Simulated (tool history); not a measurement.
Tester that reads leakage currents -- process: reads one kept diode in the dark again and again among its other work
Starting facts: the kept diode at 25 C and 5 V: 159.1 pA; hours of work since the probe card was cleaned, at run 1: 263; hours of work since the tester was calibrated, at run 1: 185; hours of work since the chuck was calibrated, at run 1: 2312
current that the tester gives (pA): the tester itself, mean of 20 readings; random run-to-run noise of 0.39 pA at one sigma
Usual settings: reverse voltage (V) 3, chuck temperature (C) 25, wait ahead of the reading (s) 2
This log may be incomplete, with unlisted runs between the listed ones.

run,hour,reverse voltage (V),chuck temperature (C),wait ahead of the reading (s),hours of work since the probe card was cleaned,hours of work since the tester was calibrated,hours of work since the chuck was calibrated,current that the tester gives (pA)
1,0,3,25,2,263,185,2312,154.03
2,27.9,3,25,2,280,202,2329,154.9
3,56.1,3,25,2,297,220,2346,154.17
4,69.1,3,25,2,305,227,2354,154.84
5,82.3,3,25,2,313,236,2362,153.85
# hour 90.5: chuck's temperature calibrated
6,109.9,3,25,2,329,251,12,131.26
7,135.3,3,25,2,345,267,27,130.54
# hour 141.2: probe card cleaned and baked
8,152.4,3,25,2,7,275,36,130.86
9,173.5,3,25,2,20,288,49,131.31
10,197.5,3,25,2,35,303,64,131.75
11,212.1,3,21,2,43,312,73,92.84
# hour 217.7: probe card cleaned and baked, once more
12,237.6,9.11,55,2,12,326,86,2201.85
13,258.2,2.2,35,0.43,25,338,99,271.26
14,284.4,2.2,35,0.43,41,355,115,271.89
15,306.9,2.2,35,0.43,55,368,129,271.92
16,323.4,2.2,35,0.43,65,378,139,272.76
17,340.9,1.24,25,2,76,389,150,92.37
18,369.9,1.24,25,2,93,407,168,92.84
19,386.8,3.06,31,0.71,104,417,178,221.82
20,416.2,5.24,44,5.51,122,435,196,782.3
21,429.4,3,25,0.66,130,443,204,133.34

Entry by entry between the runs, the difference in hidden state between the last listed run before and the first listed run after:
Logged between run 5 and run 6: chuck's temperature calibrated (hour 90.5)
  stray current of the dirty probe card, pA a volt: 0.136 -> 0.141; current scale over the true one, %: 0.07 -> 0.08; true chuck temperature over the reading, C: 1.94 -> -0.02
  measured less the result without the state, current that the tester gives (pA): +24.17 -> +0.29
Logged between run 7 and run 8: probe card cleaned and baked (hour 141.2)
  stray current of the dirty probe card, pA a volt: 0.146 -> 0.175
  measured less the result without the state, current that the tester gives (pA): +0.46 -> +0.63
Logged between run 11 and run 12: probe card cleaned and baked, once more (hour 217.7)
  stray current of the dirty probe card, pA a volt: 0.188 -> 0.028; current scale over the true one, %: 0.11 -> 0.12; true chuck temperature over the reading, C: 0.04 -> 0.05
  measured less the result without the state, current that the tester gives (pA): +0.9 -> +10.24
